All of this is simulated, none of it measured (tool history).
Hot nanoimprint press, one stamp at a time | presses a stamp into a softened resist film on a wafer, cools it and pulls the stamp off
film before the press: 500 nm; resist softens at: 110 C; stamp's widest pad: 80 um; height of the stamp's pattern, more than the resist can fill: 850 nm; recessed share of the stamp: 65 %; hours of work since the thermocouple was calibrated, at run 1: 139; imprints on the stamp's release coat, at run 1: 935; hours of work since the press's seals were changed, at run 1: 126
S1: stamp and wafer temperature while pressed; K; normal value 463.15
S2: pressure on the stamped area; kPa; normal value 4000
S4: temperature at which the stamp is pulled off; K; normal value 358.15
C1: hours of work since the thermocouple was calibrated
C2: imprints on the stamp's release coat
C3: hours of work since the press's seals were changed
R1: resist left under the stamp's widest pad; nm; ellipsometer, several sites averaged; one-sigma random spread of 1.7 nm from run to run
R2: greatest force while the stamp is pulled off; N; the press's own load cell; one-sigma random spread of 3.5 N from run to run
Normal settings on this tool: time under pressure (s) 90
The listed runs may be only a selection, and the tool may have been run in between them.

{"run": 1, "day": 0.0, "S1": 463.15, "S2": 4000, "time under pressure (s)": 90, "S4": 358.15, "C1": 139, "C2": 935, "C3": 126, "R1": 269.7, "R2": 209}
{"run": 2, "day": 0.617, "S1": 463.15, "S2": 2440, "time under pressure (s)": 90, "S4": 358.15, "C1": 147, "C2": 972, "C3": 134, "R1": 325.7, "R2": 211}
{"run": 3, "day": 1.033, "S1": 463.15, "S2": 4020, "time under pressure (s)": 90, "S4": 358.15, "C1": 153, "C2": 997, "C3": 140, "R1": 270.3, "R2": 213}
{"run": 4, "day": 1.704, "S1": 463.15, "S2": 4020, "time under pressure (s)": 90, "S4": 358.15, "C1": 161, "C2": 1037, "C3": 148, "R1": 267.1, "R2": 208}
{"run": 5, "day": 2.546, "S1": 463.15, "S2": 2760, "time under pressure (s)": 90, "S4": 358.15, "C1": 172, "C2": 1088, "C3": 159, "R1": 312.6, "R2": 207}
{"run": 6, "day": 3.258, "S1": 463.15, "S2": 4000, "time under pressure (s)": 90, "S4": 358.15, "C1": 181, "C2": 1131, "C3": 168, "R1": 274.3, "R2": 216}
{"run": 7, "day": 4.012, "S1": 463.15, "S2": 4000, "time under pressure (s)": 90, "S4": 358.15, "C1": 190, "C2": 1176, "C3": 177, "R1": 272.2, "R2": 216}
{"run": 8, "day": 4.867, "S1": 463.15, "S2": 4000, "time under pressure (s)": 90, "S4": 358.15, "C1": 201, "C2": 1227, "C3": 188, "R1": 270.7, "R2": 219}
{"run": 9, "day": 5.708, "S1": 463.15, "S2": 4000, "time under pressure (s)": 90, "S4": 358.15, "C1": 212, "C2": 1278, "C3": 199, "R1": 270.7, "R2": 220}
{"run": 10, "day": 6.188, "S1": 463.15, "S2": 4000, "time under pressure (s)": 90, "S4": 358.15, "C1": 218, "C2": 1307, "C3": 205, "R1": 276.1, "R2": 230}
{"day": 6.954, "done": "stamp cleaned and given a new release coat"}
{"run": 11, "day": 7.125, "S1": 463.15, "S2": 4000, "time under pressure (s)": 90, "S4": 358.15, "C1": 227, "C2": 10, "C3": 214, "R1": 275.9, "R2": 170}
{"run": 12, "day": 7.483, "S1": 463.15, "S2": 4000, "time under pressure (s)": 173, "S4": 358.15, "C1": 231, "C2": 31, "C3": 218, "R1": 214.5, "R2": 165}
{"run": 13, "day": 8.288, "S1": 463.15, "S2": 4000, "time under pressure (s)": 173, "S4": 358.15, "C1": 242, "C2": 80, "C3": 229, "R1": 218.9, "R2": 177}
{"run": 14, "day": 8.712, "S1": 463.15, "S2": 4000, "time under pressure (s)": 173, "S4": 358.15, "C1": 247, "C2": 105, "C3": 234, "R1": 217.0, "R2": 169}
{"run": 15, "day": 9.542, "S1": 463.15, "S2": 4000, "time under pressure (s)": 90, "S4": 358.15, "C1": 258, "C2": 155, "C3": 245, "R1": 270.4, "R2": 181}
{"run": 16, "day": 10.35, "S1": 463.15, "S2": 4000, "time under pressure (s)": 90, "S4": 358.15, "C1": 268, "C2": 204, "C3": 255, "R1": 277.7, "R2": 176}
{"run": 17, "day": 11.05, "S1": 458.15, "S2": 3350, "time under pressure (s)": 86, "S4": 358.15, "C1": 277, "C2": 246, "C3": 264, "R1": 343.5, "R2": 184}
{"run": 18, "day": 11.867, "S1": 458.15, "S2": 3350, "time under pressure (s)": 180, "S4": 344.15, "C1": 287, "C2": 295, "C3": 274, "R1": 278.3, "R2": 212}
{"day": 12.258, "done": "plate thermocouple calibrated"}
{"run": 19, "day": 12.858, "S1": 473.15, "S2": 6340, "time under pressure (s)": 88, "S4": 344.15, "C1": 8, "C2": 347, "C3": 285, "R1": 154.3, "R2": 213}
{"run": 20, "day": 13.258, "S1": 465.15, "S2": 5070, "time under pressure (s)": 67, "S4": 350.15, "C1": 13, "C2": 371, "C3": 290, "R1": 248.9, "R2": 197}
{"run": 21, "day": 14.079, "S1": 470.15, "S2": 5070, "time under pressure (s)": 67, "S4": 358.15, "C1": 23, "C2": 420, "C3": 301, "R1": 212.8, "R2": 184}
{"run": 22, "day": 14.825, "S1": 470.15, "S2": 5070, "time under pressure (s)": 67, "S4": 358.15, "C1": 33, "C2": 465, "C3": 310, "R1": 214.5, "R2": 193}
{"run": 23, "day": 15.625, "S1": 454.15, "S2": 5070, "time under pressure (s)": 67, "S4": 346.15, "C1": 43, "C2": 513, "C3": 320, "R1": 347.9, "R2": 216}
{"run": 24, "day": 16.171, "S1": 454.15, "S2": 5070, "time under pressure (s)": 67, "S4": 346.15, "C1": 50, "C2": 546, "C3": 327, "R1": 350.7, "R2": 220}
{"run": 25, "day": 16.646, "S1": 454.15, "S2": 4810, "time under pressure (s)": 67, "S4": 350.15, "C1": 56, "C2": 574, "C3": 333, "R1": 358.2, "R2": 207}
{"run": 26, "day": 17.412, "S1": 470.15, "S2": 3970, "time under pressure (s)": 177, "S4": 355.15, "C1": 66, "C2": 620, "C3": 343, "R1": 163.8, "R2": 203}
{"run": 27, "day": 18.025, "S1": 459.15, "S2": 5970, "time under pressure (s)": 177, "S4": 355.15, "C1": 73, "C2": 657, "C3": 351, "R1": 204.5, "R2": 201}
{"run": 28, "day": 18.604, "S1": 461.15, "S2": 4000, "time under pressure (s)": 173, "S4": 358.15, "C1": 81, "C2": 692, "C3": 358, "R1": 226.7, "R2": 195}
{"run": 29, "day": 19.0, "S1": 463.15, "S2": 4000, "time under pressure (s)": 97, "S4": 358.15, "C1": 86, "C2": 716, "C3": 363, "R1": 264.9, "R2": 201}

Consider 5 possible next runs. They are alternatives, not a sequence: every one starts from the tool as it was left by run 29. What does each give?
{"run": "A", "day": 19.675, "S1": 452.15, "S2": 2480, "time under pressure (s)": 118, "S4": 358.15, "C1": 94, "C2": 756, "C3": 372, "R1": "?", "R2": "?"}
{"run": "B", "day": 19.675, "S1": 463.15, "S2": 4000, "time under pressure (s)": 74, "S4": 354.15, "C1": 94, "C2": 756, "C3": 372, "R1": "?", "R2": "?"}
{"run": "C", "day": 19.675, "S1": 456.15, "S2": 4210, "time under pressure (s)": 82, "S4": 358.15, "C1": 94, "C2": 756, "C3": 372, "R1": "?", "R2": "?"}
{"run": "D", "day": 19.675, "S1": 463.15, "S2": 4000, "time under pressure (s)": 97, "S4": 365.15, "C1": 94, "C2": 756, "C3": 372, "R1": "?", "R2": "?"}
{"run": "E", "day": 19.675, "S1": 463.15, "S2": 2440, "time under pressure (s)": 97, "S4": 358.15, "C1": 94, "C2": 756, "C3": 372, "R1": "?", "R2": "?"}

run=A R1=390.6 R2=196
run=B R1=290.5 R2=214
run=C R1=336.5 R2=201
run=D R1=262.7 R2=179
run=E R1=315.8 R2=198
What these runs would have given with no unlogged condition in the tool:
run=A R1=386.0 R2=165
run=B R1=285.0 R2=180
run=C R1=330.8 R2=170
run=D R1=257.4 R2=151
run=E R1=310.8 R2=167
